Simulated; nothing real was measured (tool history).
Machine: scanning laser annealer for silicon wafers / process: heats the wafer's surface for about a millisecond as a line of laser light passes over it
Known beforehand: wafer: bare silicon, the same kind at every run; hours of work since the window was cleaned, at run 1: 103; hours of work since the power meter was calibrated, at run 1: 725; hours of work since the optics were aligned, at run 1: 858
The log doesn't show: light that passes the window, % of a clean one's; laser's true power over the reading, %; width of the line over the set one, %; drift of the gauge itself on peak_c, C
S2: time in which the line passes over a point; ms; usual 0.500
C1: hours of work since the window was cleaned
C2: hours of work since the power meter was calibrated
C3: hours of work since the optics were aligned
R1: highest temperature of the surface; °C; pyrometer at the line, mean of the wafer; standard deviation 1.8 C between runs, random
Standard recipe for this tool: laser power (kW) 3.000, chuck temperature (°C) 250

run 1 day=0.000 | laser_power_(kW)=3.000 S2=0.500 chuck_temperature_(°C)=250 | C1=103 C2=725 C3=858 | R1=989
run 2 day=1.054 | laser_power_(kW)=3.000 S2=0.381 chuck_temperature_(°C)=250 | C1=118 C2=739 C3=872 | R1=887
run 3 day=2.662 | laser_power_(kW)=3.000 S2=0.381 chuck_temperature_(°C)=250 | C1=140 C2=761 C3=894 | R1=883
run 4 day=4.162 | laser_power_(kW)=3.000 S2=0.381 chuck_temperature_(°C)=250 | C1=160 C2=782 C3=915 | R1=885
run 5 day=5.692 | laser_power_(kW)=3.000 S2=0.500 chuck_temperature_(°C)=250 | C1=181 C2=803 C3=936 | R1=980
run 6 day=7.238 | laser_power_(kW)=3.000 S2=0.484 chuck_temperature_(°C)=250 | C1=203 C2=824 C3=957 | R1=969
run 7 day=8.800 | laser_power_(kW)=3.000 S2=0.484 chuck_temperature_(°C)=250 | C1=224 C2=845 C3=979 | R1=967
run 8 day=11.017 | laser_power_(kW)=3.000 S2=0.484 chuck_temperature_(°C)=250 | C1=254 C2=876 C3=1009 | R1=963
run 9 day=13.017 | laser_power_(kW)=3.000 S2=0.484 chuck_temperature_(°C)=250 | C1=282 C2=903 C3=1037 | R1=964
run 10 day=14.533 | laser_power_(kW)=3.240 S2=0.500 chuck_temperature_(°C)=250 | C1=303 C2=924 C3=1057 | R1=1040
run 11 day=16.300 | laser_power_(kW)=3.000 S2=0.500 chuck_temperature_(°C)=250 | C1=327 C2=948 C3=1082 | R1=972
run 12 day=17.479 | laser_power_(kW)=3.000 S2=0.500 chuck_temperature_(°C)=215 | C1=343 C2=965 C3=1098 | R1=935
run 13 day=18.875 | laser_power_(kW)=3.000 S2=0.500 chuck_temperature_(°C)=215 | C1=362 C2=984 C3=1117 | R1=935
run 14 day=20.675 | laser_power_(kW)=3.000 S2=0.500 chuck_temperature_(°C)=215 | C1=387 C2=1008 C3=1142 | R1=935
run 15 day=23.150 | laser_power_(kW)=3.000 S2=0.500 chuck_temperature_(°C)=215 | C1=421 C2=1042 C3=1176 | R1=927
-- day=23.967 window over the wafer cleaned
run 16 day=25.225 | laser_power_(kW)=3.071 S2=0.500 chuck_temperature_(°C)=250 | C1=17 C2=1070 C3=1203 | R1=1009
run 17 day=27.779 | laser_power_(kW)=3.071 S2=0.500 chuck_temperature_(°C)=250 | C1=52 C2=1105 C3=1238 | R1=1008
run 18 day=29.654 | laser_power_(kW)=2.952 S2=0.620 chuck_temperature_(°C)=277 | C1=78 C2=1130 C3=1264 | R1=1087
run 19 day=30.846 | laser_power_(kW)=3.000 S2=0.420 chuck_temperature_(°C)=273 | C1=94 C2=1147 C3=1280 | R1=944
run 20 day=33.221 | laser_power_(kW)=3.000 S2=0.376 chuck_temperature_(°C)=278 | C1=127 C2=1179 C3=1313 | R1=904
run 21 day=34.708 | laser_power_(kW)=2.723 S2=0.500 chuck_temperature_(°C)=271 | C1=147 C2=1200 C3=1333 | R1=924
run 22 day=37.071 | laser_power_(kW)=2.723 S2=0.500 chuck_temperature_(°C)=271 | C1=180 C2=1232 C3=1366 | R1=925
run 23 day=38.129 | laser_power_(kW)=2.797 S2=0.466 chuck_temperature_(°C)=215 | C1=194 C2=1247 C3=1380 | R1=862
run 24 day=40.138 | laser_power_(kW)=2.843 S2=0.481 chuck_temperature_(°C)=272 | C1=222 C2=1274 C3=1408 | R1=941
run 25 day=42.317 | laser_power_(kW)=2.979 S2=0.481 chuck_temperature_(°C)=249 | C1=252 C2=1304 C3=1438 | R1=952
run 26 day=43.567 | laser_power_(kW)=3.196 S2=0.542 chuck_temperature_(°C)=237 | C1=269 C2=1321 C3=1455 | R1=1048
run 27 day=45.217 | laser_power_(kW)=2.879 S2=0.500 chuck_temperature_(°C)=246 | C1=292 C2=1344 C3=1477 | R1=932
run 28 day=47.721 | laser_power_(kW)=2.879 S2=0.500 chuck_temperature_(°C)=246 | C1=326 C2=1378 C3=1512 | R1=930
run 29 day=50.200 | laser_power_(kW)=2.879 S2=0.391 chuck_temperature_(°C)=274 | C1=360 C2=1412 C3=1546 | R1=871
run 30 day=52.025 | laser_power_(kW)=2.569 S2=0.595 chuck_temperature_(°C)=244 | C1=385 C2=1437 C3=1571 | R1=900
run 31 day=53.904 | laser_power_(kW)=2.569 S2=0.453 chuck_temperature_(°C)=244 | C1=411 C2=1463 C3=1597 | R1=807
-- day=55.379 window over the wafer cleaned
run 32 day=55.379 | laser_power_(kW)=3.145 S2=0.422 chuck_temperature_(°C)=259 | C1=0 C2=1482 C3=1616 | R1=973
run 33 day=57.246 | laser_power_(kW)=3.145 S2=0.422 chuck_temperature_(°C)=259 | C1=26 C2=1508 C3=1641 | R1=970

Some steps in R1, run to run, broken into two amounts with sign: the step expected even without the hidden condition (settings, incoming material, random variation), and the rest, left for the hidden condition together with whatever gauge scatter is not in both the measured and the hidden-condition-free result:
Run 15 -> 16: laser power (kW) 3.000 -> 3.071, chuck temperature (°C) 215 -> 250, window over the wafer cleaned. R1 +82 °C: hidden state +26, all else +56.
Run 18 -> 19: laser power (kW) 2.952 -> 3.000, S2 0.620 -> 0.420, chuck temperature (°C) 277 -> 273. R1 -143 °C: hidden state +2, all else -145.
Run 25 -> 26: laser power (kW) 2.979 -> 3.196, S2 0.481 -> 0.542, chuck temperature (°C) 249 -> 237. R1 +96 °C: hidden state -6, all else +102.
Run 26 -> 27: laser power (kW) 3.196 -> 2.879, S2 0.542 -> 0.500, chuck temperature (°C) 237 -> 246. R1 -116 °C: hidden state +4, all else -120.
Run 31 -> 32: laser power (kW) 2.569 -> 3.145, S2 0.453 -> 0.422, chuck temperature (°C) 244 -> 259, window over the wafer cleaned. R1 +166 °C: hidden state +21, all else +145.
